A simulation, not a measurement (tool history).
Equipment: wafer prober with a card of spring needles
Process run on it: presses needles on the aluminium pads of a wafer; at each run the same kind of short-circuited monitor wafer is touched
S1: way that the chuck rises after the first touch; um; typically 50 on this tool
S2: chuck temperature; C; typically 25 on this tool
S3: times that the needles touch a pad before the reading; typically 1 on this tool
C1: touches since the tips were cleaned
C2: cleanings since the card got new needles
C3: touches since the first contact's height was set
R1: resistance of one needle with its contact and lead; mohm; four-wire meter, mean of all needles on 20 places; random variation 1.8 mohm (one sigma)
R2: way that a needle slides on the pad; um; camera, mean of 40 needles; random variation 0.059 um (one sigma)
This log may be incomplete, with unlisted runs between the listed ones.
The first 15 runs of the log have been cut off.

-- day=17.346 tips cleaned on abrasive film
-- day=18.062 tips cleaned on abrasive film
-- day=18.221 height of the first contact set anew
run 16 day=18.329 | S1=38 S2=25 S3=1 | C1=3109 C2=56 C3=1344 | R1=370 R2=4.83
-- day=18.692 tips cleaned on abrasive film
run 17 day=19.054 | S1=42 S2=38 S3=1 | C1=4423 C2=57 C3=10119 | R1=369 R2=5.39
-- day=19.358 tips cleaned on abrasive film
-- day=19.946 tips cleaned on abrasive film
run 18 day=20.233 | S1=42 S2=38 S3=1 | C1=3523 C2=59 C3=24446 | R1=341 R2=5.3
-- day=20.542 tips cleaned on abrasive film
-- day=21.196 tips cleaned on abrasive film
run 19 day=21.767 | S1=42 S2=38 S3=1 | C1=6996 C2=61 C3=43084 | R1=411 R2=5.27
-- day=21.846 tips cleaned on abrasive film
-- day=22.458 tips cleaned on abrasive film
run 20 day=22.85 | S1=35 S2=68 S3=2 | C1=4773 C2=63 C3=56178 | R1=364 R2=4.37
-- day=23.079 tips cleaned on abrasive film
-- day=23.758 tips cleaned on abrasive film
run 21 day=23.758 | S1=43 S2=104 S3=1 | C1=0 C2=65 C3=67182 | R1=238 R2=5.26
-- day=24.454 tips cleaned on abrasive film
run 22 day=24.542 | S1=46 S2=33 S3=2 | C1=1103 C2=66 C3=76712 | R1=234 R2=5.74
-- day=25.071 tips cleaned on abrasive film
-- day=25.729 tips cleaned on abrasive film
run 23 day=25.792 | S1=46 S2=33 S3=2 | C1=758 C2=68 C3=91846 | R1=219 R2=5.59
-- day=26.346 tips cleaned on abrasive film
-- day=26.938 tips cleaned on abrasive film
run 24 day=27.05 | S1=46 S2=33 S3=2 | C1=1363 C2=70 C3=107115 | R1=237 R2=5.61
-- day=27.596 tips cleaned on abrasive film
-- day=28.271 tips cleaned on abrasive film
run 25 day=28.588 | S1=62 S2=31 S3=2 | C1=3880 C2=72 C3=125812 | R1=236 R2=7.8
-- day=28.908 tips cleaned on abrasive film
-- day=29.533 tips cleaned on abrasive film
run 26 day=29.892 | S1=62 S2=31 S3=2 | C1=4349 C2=74 C3=141623 | R1=244 R2=7.6
-- day=30.142 tips cleaned on abrasive film
run 27 day=30.588 | S1=62 S2=31 S3=2 | C1=5406 C2=75 C3=150068 | R1=249 R2=7.64
-- day=30.779 tips cleaned on abrasive film
-- day=31.462 tips cleaned on abrasive film
run 28 day=31.729 | S1=62 S2=31 S3=2 | C1=3279 C2=77 C3=163930 | R1=240 R2=7.46
-- day=32.112 tips cleaned on abrasive film
run 29 day=32.521 | S1=56 S2=67 S3=1 | C1=4971 C2=78 C3=173540 | R1=318 R2=6.86
-- day=32.721 tips cleaned on abrasive film
-- day=33.438 tips cleaned on abrasive film
run 30 day=33.508 | S1=38 S2=101 S3=1 | C1=841 C2=80 C3=185498 | R1=314 R2=4.51

Alternative continuations, all from the tool just after run 30; predict every row:
-- day=34.029 tips cleaned on abrasive film
-- day=34.65 tips cleaned on abrasive film
run A day=34.9 | S1=36 S2=25 S3=1 | C1=3052 C2=82 C3=202397 | R1=? R2=?
-- day=34.029 tips cleaned on abrasive film
-- day=34.65 tips cleaned on abrasive film
run B day=34.9 | S1=42 S2=67 S3=2 | C1=3052 C2=82 C3=202397 | R1=? R2=?
-- day=34.029 tips cleaned on abrasive film
-- day=34.65 tips cleaned on abrasive film
run C day=34.9 | S1=42 S2=76 S3=2 | C1=3052 C2=82 C3=202397 | R1=? R2=?
-- day=34.029 tips cleaned on abrasive film
-- day=34.65 tips cleaned on abrasive film
run D day=34.9 | S1=50 S2=25 S3=1 | C1=3052 C2=82 C3=202397 | R1=? R2=?
-- day=34.029 tips cleaned on abrasive film
-- day=34.65 tips cleaned on abrasive film
run E day=34.9 | S1=31 S2=37 S3=1 | C1=3052 C2=82 C3=202397 | R1=? R2=?

run=A R1=454 R2=4.24
run=B R1=312 R2=4.92
run=C R1=312 R2=4.86
run=D R1=322 R2=5.91
run=E R1=557 R2=3.6
Had the tool no hidden state, the same runs would have come out as:
run=A R1=190 R2=4.64
run=B R1=198 R2=5.31
run=C R1=199 R2=5.25
run=D R1=183 R2=6.3
run=E R1=201 R2=3.99
